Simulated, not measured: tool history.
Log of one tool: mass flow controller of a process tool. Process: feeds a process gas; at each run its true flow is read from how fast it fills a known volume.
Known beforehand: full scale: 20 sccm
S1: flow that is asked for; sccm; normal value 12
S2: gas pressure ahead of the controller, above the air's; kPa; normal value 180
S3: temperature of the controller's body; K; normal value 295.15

Run 1, day 0.000: usual settings. Result: true flow (%) 100.86.
Run 2, day 3.112: usual settings. Result: true flow (%) 100.98.
Run 3, day 5.229: usual settings but S3 296.15 K. Result: true flow (%) 100.72.
Run 4, day 9.212: usual settings but S3 296.15 K. Result: true flow (%) 100.97.
Run 5, day 11.683: usual settings but S3 296.15 K. Result: true flow (%) 100.85.
Run 6, day 16.012: usual settings but S3 296.15 K. Result: true flow (%) 101.12.
Run 7, day 20.804: usual settings but S3 302.15 K. Result: true flow (%) 100.67.
Run 8, day 24.083: usual settings but S3 302.15 K. Result: true flow (%) 100.56.
Run 9, day 28.479: usual settings but S3 302.15 K. Result: true flow (%) 100.67.
Run 10, day 31.938: usual settings but S3 302.15 K. Result: true flow (%) 100.71.
Run 11, day 36.100: usual settings but S3 302.15 K. Result: true flow (%) 100.62.
Run 12, day 40.679: usual settings but S3 302.15 K. Result: true flow (%) 100.87.
Run 13, day 44.867: usual settings but S3 302.15 K. Result: true flow (%) 100.77.
Run 14, day 47.308: usual settings but S3 296.15 K. Result: true flow (%) 101.07.
Run 15, day 49.746: usual settings but S3 303.15 K. Result: true flow (%) 100.85.
Run 16, day 51.979: usual settings but S3 303.15 K. Result: true flow (%) 100.69.
Run 17, day 54.467: usual settings but S1 19 sccm. Result: true flow (%) 101.48.
Run 18, day 56.796: usual settings but S2 177 kPa, S3 299.15 K. Result: true flow (%) 101.01.
Run 19, day 59.900: usual settings but S1 3 sccm, S2 275 kPa, S3 304.15 K. Result: true flow (%) 102.40.
Run 20, day 63.442: usual settings but S1 3 sccm, S2 275 kPa, S3 308.15 K. Result: true flow (%) 102.30.
Run 21, day 66.496: usual settings but S1 13 sccm, S2 163 kPa, S3 309.15 K. Result: true flow (%) 100.32.
Run 22, day 69.358: usual settings but S1 6 sccm, S3 308.15 K. Result: true flow (%) 100.93.
Run 23, day 72.829: usual settings but S1 14 sccm, S2 165 kPa. Result: true flow (%) 101.33.
Run 24, day 76.521: usual settings but S1 4 sccm, S2 165 kPa, S3 307.15 K. Result: true flow (%) 101.39.
Run 25, day 79.212: usual settings but S1 6 sccm, S2 158 kPa, S3 307.15 K. Result: true flow (%) 100.98.
Run 26, day 84.038: usual settings but S1 6 sccm, S2 235 kPa, S3 306.15 K. Result: true flow (%) 101.24.
Run 27, day 88.171: usual settings but S1 5 sccm, S2 235 kPa, S3 313.15 K. Result: true flow (%) 101.12.
Run 28, day 91.467: usual settings but S1 5 sccm, S2 251 kPa, S3 309.15 K. Result: true flow (%) 101.51.
Run 29, day 96.296: usual settings but S1 5 sccm, S2 251 kPa, S3 309.15 K. Result: true flow (%) 101.43.
Run 30, day 99.029: usual settings but S1 5 sccm, S2 251 kPa, S3 309.15 K. Result: true flow (%) 101.59.
Run 31, day 103.558: usual settings but S1 2 sccm, S2 166 kPa, S3 308.15 K. Result: true flow (%) 103.74.
Run 32, day 108.050: usual settings but S1 8 sccm, S2 223 kPa, S3 293.15 K. Result: true flow (%) 102.02.
Run 33, day 112.875: usual settings but S1 8 sccm, S2 223 kPa, S3 293.15 K. Result: true flow (%) 102.13.

Branching from run 33: 3 alternative next runs. What would each branch give?
Run A, day 115.542: usual settings but S1 8 sccm, S2 223 kPa, S3 294.15 K. Result: true flow (%) ?.
Run B, day 115.542: usual settings but S1 8 sccm, S2 193 kPa. Result: true flow (%) ?.
Run C, day 115.542: usual settings but S1 17 sccm, S2 220 kPa, S3 293.15 K. Result: true flow (%) ?.

run  true flow (%)
  A         102.01
  B         101.81
  C         101.97
Without the tool's hidden state the same runs would have given:
run  true flow (%)
  A          99.70
  B          99.50
  C         100.28

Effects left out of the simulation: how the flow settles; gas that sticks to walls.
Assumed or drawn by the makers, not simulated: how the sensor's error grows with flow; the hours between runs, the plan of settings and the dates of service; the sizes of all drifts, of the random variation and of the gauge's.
